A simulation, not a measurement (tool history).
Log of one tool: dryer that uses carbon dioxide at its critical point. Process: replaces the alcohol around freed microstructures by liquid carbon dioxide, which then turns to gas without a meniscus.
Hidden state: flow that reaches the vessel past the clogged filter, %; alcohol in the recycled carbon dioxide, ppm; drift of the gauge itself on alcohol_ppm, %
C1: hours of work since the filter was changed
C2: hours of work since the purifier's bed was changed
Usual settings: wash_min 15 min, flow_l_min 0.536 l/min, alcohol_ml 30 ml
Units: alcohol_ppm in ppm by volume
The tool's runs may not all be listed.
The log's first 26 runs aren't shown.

Run 27, hour 731.2: usual settings but wash_min 16 min, flow_l_min 0.544 l/min; C1 232; C2 526. Result: alcohol_ppm 94 ppm by volume.
Run 28, hour 762.5: usual settings but wash_min 16 min, flow_l_min 0.544 l/min, alcohol_ml 23 ml; C1 244; C2 538. Result: alcohol_ppm 80 ppm by volume.
Run 29, hour 795.4: usual settings but wash_min 9 min, flow_l_min 0.370 l/min; C1 257; C2 551. Result: alcohol_ppm 2548 ppm by volume.
Run 30, hour 827.1: usual settings but wash_min 21 min, alcohol_ml 26 ml; C1 269; C2 563. Result: alcohol_ppm 55 ppm by volume.
Run 31, hour 859.8: usual settings but wash_min 22 min, alcohol_ml 20 ml; C1 282; C2 576. Result: alcohol_ppm 49 ppm by volume.
Run 32, hour 880.6: usual settings but wash_min 20 min, flow_l_min 0.440 l/min; C1 290; C2 584. Result: alcohol_ppm 96 ppm by volume.
Run 33, hour 910.1: usual settings but wash_min 20 min, flow_l_min 0.440 l/min; C1 301; C2 595. Result: alcohol_ppm 100 ppm by volume.
At hour 940.0: inlet filter changed.
Run 34, hour 948.5: usual settings but wash_min 17 min, flow_l_min 0.363 l/min; C1 3; C2 609. Result: alcohol_ppm 226 ppm by volume.
Run 35, hour 970.3: usual settings but wash_min 17 min, flow_l_min 0.363 l/min; C1 12; C2 618. Result: alcohol_ppm 230 ppm by volume.
Run 36, hour 1002.2: usual settings but wash_min 9 min, flow_l_min 0.697 l/min, alcohol_ml 58 ml; C1 24; C2 630. Result: alcohol_ppm 412 ppm by volume.
Run 37, hour 1027.5: usual settings but wash_min 9 min, flow_l_min 0.697 l/min, alcohol_ml 58 ml; C1 34; C2 640. Result: alcohol_ppm 401 ppm by volume.

Forecast each of these 3 alternatives for the next run:
Run A, hour 1057.1: usual settings but wash_min 21 min; C1 45; C2 651. Result: alcohol_ppm ?.
Run B, hour 1057.1: usual settings but wash_min 20 min, flow_l_min 0.532 l/min, alcohol_ml 51 ml; C1 45; C2 651. Result: alcohol_ppm ?.
Run C, hour 1057.1: usual settings but wash_min 17 min, flow_l_min 0.651 l/min, alcohol_ml 23 ml; C1 45; C2 651. Result: alcohol_ppm ?.

run  alcohol_ppm
  A           55
  B           66
  C           59
Without the tool's hidden state the same runs would have given:
run  alcohol_ppm
  A            4
  B           14
  C            7

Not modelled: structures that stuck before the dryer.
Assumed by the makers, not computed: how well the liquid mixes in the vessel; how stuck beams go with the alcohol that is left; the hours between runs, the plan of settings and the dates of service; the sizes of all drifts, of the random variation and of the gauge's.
